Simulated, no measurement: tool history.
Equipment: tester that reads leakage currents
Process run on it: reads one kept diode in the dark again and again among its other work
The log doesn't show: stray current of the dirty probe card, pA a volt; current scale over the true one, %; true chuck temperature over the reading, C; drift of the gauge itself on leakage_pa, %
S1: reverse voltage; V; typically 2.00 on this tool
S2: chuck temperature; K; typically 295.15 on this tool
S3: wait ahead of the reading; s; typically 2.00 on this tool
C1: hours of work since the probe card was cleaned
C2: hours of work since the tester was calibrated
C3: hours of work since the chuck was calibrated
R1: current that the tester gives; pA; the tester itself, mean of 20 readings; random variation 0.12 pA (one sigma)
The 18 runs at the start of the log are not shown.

{"run": 19, "hour": 2374.5, "S1": 2.0, "S2": 320.15, "S3": 2.0, "C1": 780, "C2": 2619, "C3": 377, "R1": 283.75}
{"run": 20, "hour": 2530.9, "S1": 2.0, "S2": 320.15, "S3": 2.0, "C1": 848, "C2": 2687, "C3": 445, "R1": 285.68}
{"run": 21, "hour": 2701.3, "S1": 1.06, "S2": 295.15, "S3": 2.0, "C1": 923, "C2": 2761, "C3": 519, "R1": 29.79}
{"run": 22, "hour": 2820.4, "S1": 2.0, "S2": 295.15, "S3": 9.46, "C1": 975, "C2": 2813, "C3": 571, "R1": 38.97}
{"run": 23, "hour": 2906.3, "S1": 2.0, "S2": 295.15, "S3": 9.46, "C1": 1012, "C2": 2851, "C3": 609, "R1": 39.11}
{"run": 24, "hour": 2982.4, "S1": 2.0, "S2": 295.15, "S3": 9.46, "C1": 1045, "C2": 2884, "C3": 642, "R1": 39.48}
{"run": 25, "hour": 3097.3, "S1": 3.72, "S2": 298.15, "S3": 0.3, "C1": 1095, "C2": 2934, "C3": 692, "R1": 69.98}
{"run": 26, "hour": 3251.0, "S1": 1.02, "S2": 323.15, "S3": 2.0, "C1": 1162, "C2": 3001, "C3": 759, "R1": 282.82}
{"run": 27, "hour": 3338.1, "S1": 1.02, "S2": 323.15, "S3": 2.0, "C1": 1200, "C2": 3039, "C3": 797, "R1": 286.39}
{"run": 28, "hour": 3454.4, "S1": 1.02, "S2": 323.15, "S3": 2.0, "C1": 1251, "C2": 3090, "C3": 847, "R1": 284.7}
{"run": 29, "hour": 3603.8, "S1": 1.02, "S2": 323.15, "S3": 2.0, "C1": 1316, "C2": 3155, "C3": 913, "R1": 288.31}
{"run": 30, "hour": 3699.4, "S1": 3.89, "S2": 295.15, "S3": 1.93, "C1": 1358, "C2": 3197, "C3": 954, "R1": 55.88}
{"run": 31, "hour": 3846.4, "S1": 2.0, "S2": 295.15, "S3": 0.9, "C1": 1422, "C2": 3261, "C3": 1018, "R1": 42.62}
{"run": 32, "hour": 3996.5, "S1": 1.4, "S2": 315.15, "S3": 1.12, "C1": 1488, "C2": 3326, "C3": 1084, "R1": 183.01}
{"run": 33, "hour": 4099.9, "S1": 1.4, "S2": 315.15, "S3": 1.12, "C1": 1533, "C2": 3371, "C3": 1129, "R1": 183.84}
{"run": 34, "hour": 4279.9, "S1": 8.73, "S2": 297.15, "S3": 3.84, "C1": 1611, "C2": 3450, "C3": 1207, "R1": 96.74}
{"run": 35, "hour": 4452.7, "S1": 1.1, "S2": 295.15, "S3": 2.0, "C1": 1686, "C2": 3525, "C3": 1283, "R1": 34.28}
{"run": 36, "hour": 4612.0, "S1": 3.91, "S2": 313.15, "S3": 3.39, "C1": 1756, "C2": 3595, "C3": 1352, "R1": 243.26}
{"run": 37, "hour": 4759.7, "S1": 10.27, "S2": 299.15, "S3": 1.1, "C1": 1820, "C2": 3659, "C3": 1417, "R1": 129.7}
{"hour": 4825.4, "done": "chuck's temperature calibrated"}
{"run": 38, "hour": 4932.5, "S1": 1.53, "S2": 317.15, "S3": 2.0, "C1": 1895, "C2": 3733, "C3": 47, "R1": 198.07}
{"run": 39, "hour": 5120.4, "S1": 2.0, "S2": 314.15, "S3": 0.33, "C1": 1977, "C2": 3815, "C3": 129, "R1": 178.91}
{"run": 40, "hour": 5209.9, "S1": 1.5, "S2": 295.15, "S3": 2.0, "C1": 2016, "C2": 3854, "C3": 168, "R1": 34.65}

Expected results for the next run?
{"run": 41, "hour": 5337.4, "S1": 2.47, "S2": 300.15, "S3": 4.31, "C1": 2071, "C2": 3910, "C3": 223, "R1": "?"}

Run 41 yielded R1 64.59 pA.
Without the tool's hidden state the same run would have given R1 58.54 pA.
